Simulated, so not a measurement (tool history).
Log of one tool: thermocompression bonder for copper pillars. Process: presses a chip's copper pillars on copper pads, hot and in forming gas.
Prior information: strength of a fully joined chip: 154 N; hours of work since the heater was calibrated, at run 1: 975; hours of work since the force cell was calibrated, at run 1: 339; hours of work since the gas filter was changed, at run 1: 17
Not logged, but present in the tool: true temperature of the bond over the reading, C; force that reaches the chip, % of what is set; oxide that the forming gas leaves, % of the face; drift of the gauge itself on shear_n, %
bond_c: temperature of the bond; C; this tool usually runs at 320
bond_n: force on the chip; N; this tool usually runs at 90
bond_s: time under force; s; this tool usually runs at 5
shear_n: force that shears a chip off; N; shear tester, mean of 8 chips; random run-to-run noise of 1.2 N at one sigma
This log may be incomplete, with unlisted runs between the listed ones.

| run | hour | bond_c | bond_n | bond_s | hours of work since the heater was calibrated | hours of work since the force cell was calibrated | hours of work since the gas filter was changed | shear_n |
|---|---|---|---|---|---|---|---|---|
| 1 | 0.0 | 320 | 90 | 5 | 975 | 339 | 17 | 105.8 |
| 2 | 46.5 | 320 | 90 | 6 | 1007 | 370 | 49 | 111.5 |
| 3 | 98.6 | 320 | 90 | 6 | 1042 | 405 | 84 | 109.6 |
| 4 | 148.9 | 320 | 69 | 6 | 1076 | 439 | 117 | 93.6 |
| 5 | 192.0 | 292 | 69 | 6 | 1104 | 468 | 146 | 70.7 |
| 6 | 221.4 | 292 | 69 | 6 | 1124 | 488 | 166 | 71.8 |
| 7 | 255.6 | 292 | 69 | 6 | 1147 | 511 | 189 | 70.0 |
| 8 | 298.7 | 292 | 69 | 6 | 1176 | 540 | 218 | 67.9 |
| 9 | 334.2 | 292 | 69 | 6 | 1200 | 563 | 242 | 70.3 |
| 10 | 383.0 | 320 | 90 | 5 | 1233 | 596 | 275 | 101.8 |
|  | 439.4 | forming gas filter changed |
| 11 | 444.6 | 320 | 90 | 5 | 1274 | 637 | 3 | 109.7 |
| 12 | 481.7 | 320 | 90 | 5 | 1299 | 662 | 28 | 109.7 |
| 13 | 513.6 | 320 | 90 | 5 | 1320 | 684 | 50 | 109.5 |
| 14 | 572.4 | 348 | 90 | 5 | 1360 | 723 | 89 | 127.0 |
| 15 | 601.2 | 348 | 90 | 5 | 1379 | 742 | 109 | 125.8 |
| 16 | 643.4 | 320 | 90 | 5 | 1407 | 771 | 137 | 104.7 |
| 17 | 678.2 | 320 | 90 | 5 | 1431 | 794 | 160 | 105.9 |
| 18 | 736.2 | 320 | 90 | 5 | 1470 | 833 | 199 | 103.8 |
| 19 | 793.1 | 320 | 90 | 5 | 1508 | 871 | 238 | 104.8 |
| 20 | 846.4 | 320 | 90 | 5 | 1544 | 907 | 273 | 103.2 |
| 21 | 879.0 | 305 | 134 | 9 | 1566 | 929 | 295 | 126.0 |
|  | 907.4 | forming gas filter changed |
| 22 | 914.0 | 338 | 128 | 5 | 1589 | 952 | 4 | 141.3 |
| 23 | 963.1 | 320 | 77 | 12 | 1622 | 985 | 37 | 124.8 |
| 24 | 1024.0 | 331 | 94 | 8 | 1663 | 1026 | 78 | 130.3 |
| 25 | 1063.6 | 292 | 76 | 11 | 1689 | 1053 | 105 | 96.8 |
| 26 | 1095.0 | 308 | 90 | 11 | 1710 | 1074 | 126 | 121.3 |
| 27 | 1154.9 | 308 | 90 | 11 | 1751 | 1114 | 166 | 118.4 |
|  | 1187.1 | heater calibrated with a thermocouple chip |
| 28 | 1202.6 | 313 | 90 | 5 | 10 | 1145 | 197 | 95.6 |
| 29 | 1230.0 | 346 | 90 | 5 | 29 | 1163 | 215 | 119.1 |
|  | 1273.0 | force cell calibrated |
| 30 | 1275.2 | 346 | 90 | 5 | 58 | 1 | 245 | 114.5 |
| 31 | 1327.7 | 300 | 90 | 5 | 93 | 37 | 280 | 79.3 |
| 32 | 1364.4 | 350 | 90 | 3 | 118 | 61 | 305 | 105.6 |
|  | 1375.9 | forming gas filter changed |
| 33 | 1391.7 | 350 | 90 | 3 | 136 | 79 | 11 | 114.8 |
| 34 | 1434.1 | 317 | 71 | 3 | 165 | 108 | 39 | 73.4 |
| 35 | 1464.8 | 326 | 85 | 8 | 185 | 129 | 60 | 114.5 |
| 36 | 1493.6 | 320 | 58 | 13 | 205 | 148 | 79 | 100.3 |
| 37 | 1542.4 | 332 | 104 | 5 | 237 | 181 | 112 | 119.7 |
| 38 | 1598.8 | 332 | 104 | 11 | 275 | 219 | 150 | 134.4 |
| 39 | 1636.2 | 332 | 132 | 12 | 300 | 244 | 175 | 143.0 |

Here are 3 independent what-if runs from the current tool condition. What would each one return?
| A | 1663.3 | 332 | 132 | 5 | 319 | 262 | 193 | ? |
| B | 1663.3 | 309 | 72 | 12 | 319 | 262 | 193 | ? |
| C | 1663.3 | 320 | 89 | 12 | 319 | 262 | 193 | ? |

| run | shear_n |
|---|---|
| A | 128.2 |
| B | 101.6 |
| C | 122.9 |
With the hidden condition removed and each run's random variation left untouched, the same runs would have given:
| run | shear_n |
|---|---|
| A | 133.9 |
| B | 105.1 |
| C | 127.9 |
